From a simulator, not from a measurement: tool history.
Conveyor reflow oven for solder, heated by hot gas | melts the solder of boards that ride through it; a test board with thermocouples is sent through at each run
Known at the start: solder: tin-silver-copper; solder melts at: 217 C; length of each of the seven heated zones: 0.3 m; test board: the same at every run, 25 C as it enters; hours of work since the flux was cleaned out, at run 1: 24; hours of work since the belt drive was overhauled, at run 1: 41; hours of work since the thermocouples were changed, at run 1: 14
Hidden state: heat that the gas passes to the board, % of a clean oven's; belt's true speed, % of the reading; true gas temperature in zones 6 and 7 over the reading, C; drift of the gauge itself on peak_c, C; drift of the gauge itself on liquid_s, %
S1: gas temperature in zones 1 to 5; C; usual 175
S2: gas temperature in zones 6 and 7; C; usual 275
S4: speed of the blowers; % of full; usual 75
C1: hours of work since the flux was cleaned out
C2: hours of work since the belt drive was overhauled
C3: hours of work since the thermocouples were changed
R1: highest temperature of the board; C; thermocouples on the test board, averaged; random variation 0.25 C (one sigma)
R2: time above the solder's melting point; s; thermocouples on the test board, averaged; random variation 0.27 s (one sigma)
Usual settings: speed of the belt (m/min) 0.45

Run 1, day 0: usual settings; C1 24; C2 41; C3 14. Result: R1 261.4 C, R2 67.3 s.
Run 2, day 0.233: usual settings; C1 27; C2 43; C3 17. Result: R1 261 C, R2 66.6 s.
Run 3, day 0.696: usual settings; C1 33; C2 49; C3 23. Result: R1 261.2 C, R2 66.8 s.
Run 4, day 0.971: usual settings but S2 287 C; C1 36; C2 53; C3 26. Result: R1 271.6 C, R2 72.3 s.
Run 5, day 1.221: usual settings; C1 39; C2 56; C3 30. Result: R1 261.1 C, R2 67 s.
Run 6, day 1.575: usual settings but speed of the belt (m/min) 0.397; C1 44; C2 61; C3 34. Result: R1 264.2 C, R2 77.9 s.
Run 7, day 2.046: usual settings but speed of the belt (m/min) 0.397; C1 50; C2 66; C3 40. Result: R1 264.7 C, R2 78.2 s.
Run 8, day 2.371: usual settings but speed of the belt (m/min) 0.397; C1 54; C2 71; C3 44. Result: R1 264.3 C, R2 78.6 s.
Run 9, day 2.721: usual settings but S1 174 C; C1 58; C2 75; C3 48. Result: R1 261 C, R2 66.1 s.
Run 10, day 2.983: usual settings; C1 62; C2 78; C3 52. Result: R1 261.2 C, R2 65.9 s.
Run 11, day 3.362: usual settings; C1 67; C2 83; C3 57. Result: R1 261.7 C, R2 66.3 s.
Run 12, day 3.608: usual settings but S1 186 C; C1 70; C2 86; C3 60. Result: R1 262.8 C, R2 71.4 s.
Run 13, day 3.942: usual settings; C1 74; C2 91; C3 64. Result: R1 261.1 C, R2 66.9 s.
Run 14, day 4.325: usual settings; C1 79; C2 95; C3 69. Result: R1 261.2 C, R2 66.8 s.
Run 15, day 4.642: usual settings but S2 270 C; C1 83; C2 99; C3 73. Result: R1 256.4 C, R2 64 s.
Run 16, day 4.846: usual settings but S2 270 C, S4 78 % of full; C1 85; C2 102; C3 75. Result: R1 257 C, R2 64.4 s.
Run 17, day 5.288: usual settings but S1 170 C, S2 284 C, speed of the belt (m/min) 0.453, S4 71 % of full; C1 91; C2 108; C3 81. Result: R1 267.4 C, R2 67.7 s.
Run 18, day 5.517: usual settings but S1 170 C, S2 284 C, speed of the belt (m/min) 0.453, S4 71 % of full; C1 94; C2 111; C3 84. Result: R1 267.5 C, R2 67.9 s.
Run 19, day 5.938: usual settings but S1 170 C, S2 284 C, speed of the belt (m/min) 0.453, S4 71 % of full; C1 99; C2 116; C3 89. Result: R1 267.5 C, R2 67.7 s.
Run 20, day 6.354: usual settings but S4 62 % of full; C1 105; C2 121; C3 95. Result: R1 258.4 C, R2 64.4 s.
Run 21, day 6.838: usual settings but speed of the belt (m/min) 0.484, S4 63 % of full; C1 111; C2 127; C3 101. Result: R1 256.2 C, R2 58.4 s.
Run 22, day 7.046: usual settings but speed of the belt (m/min) 0.484, S4 63 % of full; C1 113; C2 130; C3 103. Result: R1 255.9 C, R2 58.5 s.
Run 23, day 7.354: usual settings but S1 163 C, speed of the belt (m/min) 0.414, S4 65 % of full; C1 117; C2 134; C3 107. Result: R1 260.1 C, R2 67.5 s.
Run 24, day 7.683: usual settings but S1 163 C, speed of the belt (m/min) 0.414, S4 65 % of full; C1 121; C2 138; C3 111. Result: R1 259.9 C, R2 67.8 s.
Run 25, day 7.992: usual settings but S1 163 C, speed of the belt (m/min) 0.414, S4 65 % of full; C1 125; C2 142; C3 115. Result: R1 260.1 C, R2 67.4 s.
Run 26, day 8.471: usual settings but S1 180 C, S2 276 C, speed of the belt (m/min) 0.408, S4 85 % of full; C1 131; C2 148; C3 121. Result: R1 266.7 C, R2 78.7 s.
Run 27, day 8.879: usual settings but S1 171 C, S2 285 C, speed of the belt (m/min) 0.369, S4 63 % of full; C1 137; C2 153; C3 127. Result: R1 273.3 C, R2 87.5 s.
Run 28, day 9.121: usual settings but S1 187 C, S2 267 C, speed of the belt (m/min) 0.421, S4 59 % of full; C1 140; C2 156; C3 130. Result: R1 255 C, R2 71.9 s.
Run 29, day 9.442: usual settings but S1 187 C, S2 282 C, speed of the belt (m/min) 0.469, S4 67 % of full; C1 144; C2 160; C3 134. Result: R1 266.4 C, R2 70.7 s.
Run 30, day 9.783: usual settings but S1 187 C, S2 268 C, speed of the belt (m/min) 0.382, S4 67 % of full; C1 148; C2 165; C3 138. Result: R1 259 C, R2 83.4 s.
Run 31, day 10.262: usual settings but S1 187 C, S2 268 C, speed of the belt (m/min) 0.382, S4 67 % of full; C1 154; C2 171; C3 144. Result: R1 259.3 C, R2 83.4 s.

4 ways to go on from here, each from the tool as it stands after run 31. What would each give?
Run A, day 10.608: usual settings but S1 176 C, S2 280 C, speed of the belt (m/min) 0.507; C1 159; C2 175; C3 149. Result: R1 ?, R2 ?.
Run B, day 10.608: usual settings but S1 187 C, S2 268 C, speed of the belt (m/min) 0.423, S4 67 % of full; C1 159; C2 175; C3 149. Result: R1 ?, R2 ?.
Run C, day 10.608: usual settings but S1 187 C, S2 268 C, speed of the belt (m/min) 0.451, S4 71 % of full; C1 159; C2 175; C3 149. Result: R1 ?, R2 ?.
Run D, day 10.608: usual settings but S1 185 C, S2 277 C, speed of the belt (m/min) 0.382, S4 67 % of full; C1 159; C2 175; C3 149. Result: R1 ?, R2 ?.

run     R1    R2
  A    262    59
  B  256.8  73.3
  C  256.1  68.5
  D  267.5  86.9
Without the tool's hidden state the same runs would have given:
run     R1    R2
  A  262.6  59.1
  B  256.9  73.2
  C  256.3  68.5
  D  267.6  86.6
